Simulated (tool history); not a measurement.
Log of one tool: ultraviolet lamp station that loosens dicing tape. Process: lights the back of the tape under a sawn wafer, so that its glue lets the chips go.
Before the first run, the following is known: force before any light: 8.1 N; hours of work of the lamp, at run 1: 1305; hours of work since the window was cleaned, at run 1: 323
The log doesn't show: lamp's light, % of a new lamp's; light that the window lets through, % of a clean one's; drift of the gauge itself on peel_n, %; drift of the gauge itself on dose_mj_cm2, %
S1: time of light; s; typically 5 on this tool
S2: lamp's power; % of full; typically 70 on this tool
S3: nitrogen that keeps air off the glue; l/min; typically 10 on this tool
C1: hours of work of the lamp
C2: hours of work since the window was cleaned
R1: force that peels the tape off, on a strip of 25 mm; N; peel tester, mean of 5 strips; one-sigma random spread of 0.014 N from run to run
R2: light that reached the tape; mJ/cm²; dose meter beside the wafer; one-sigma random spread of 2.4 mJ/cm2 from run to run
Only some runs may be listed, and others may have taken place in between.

run	day	S1	S2	S3	C1	C2	R1	R2
1	0	5	70	10	1305	323	1.279	186
2	3.271	5	70	18	1360	378	0.98	180
3	6.388	5	70	10	1412	431	1.42	172
# day 9.008: window cleaned of glue's vapour
4	9.246	5	70	10	1460	4	1.247	180
5	12.171	5	79	10	1509	53	1.048	205
# day 14.338: lamp changed
6	15.146	5	79	10	14	103	0.523	290
7	17.325	5	79	10	50	139	0.547	287
8	19.917	5	70	9	94	183	0.787	249
9	21.617	5	70	9	123	212	0.781	247
10	23.667	5	67	10	157	246	0.8	236
11	25.929	5	67	18	195	284	0.628	236
12	28.408	5	70	10	237	326	0.794	238
13	30.233	5	70	10	268	357	0.808	239
14	31.692	5	76	10	292	381	0.664	258
15	33.475	2	98	6	322	411	2.555	133
16	35.054	6	93	8	349	438	0.371	371
# day 37.188: window cleaned of glue's vapour
17	37.554	2	79	4	390	6	3.403	111
18	40.154	2	79	4	434	50	3.617	110
19	42.95	2	82	4	481	97	3.437	112
20	46.175	2	82	4	536	151	3.555	106
21	49.271	2	82	4	588	203	3.502	109
22	52.133	5	82	4	636	252	1.139	259
23	54.129	2	68	15	669	285	3.046	86
24	56.033	2	70	10	701	317	3.292	88
25	58.458	2	70	11	742	358	3.229	88

3 ways to go on from here, each from the tool as it stands after run 25. What would each give?
A	60.104	8	65	9	770	386	?	?
B	60.104	2	70	3	770	386	?	?
C	60.104	6	83	8	770	386	?	?

run	R1	R2
A	0.455	314
B	4.382	86
C	0.559	299
Without the tool's hidden state the same runs would have given:
run	R1	R2
A	0.293	394
B	3.766	107
C	0.355	375

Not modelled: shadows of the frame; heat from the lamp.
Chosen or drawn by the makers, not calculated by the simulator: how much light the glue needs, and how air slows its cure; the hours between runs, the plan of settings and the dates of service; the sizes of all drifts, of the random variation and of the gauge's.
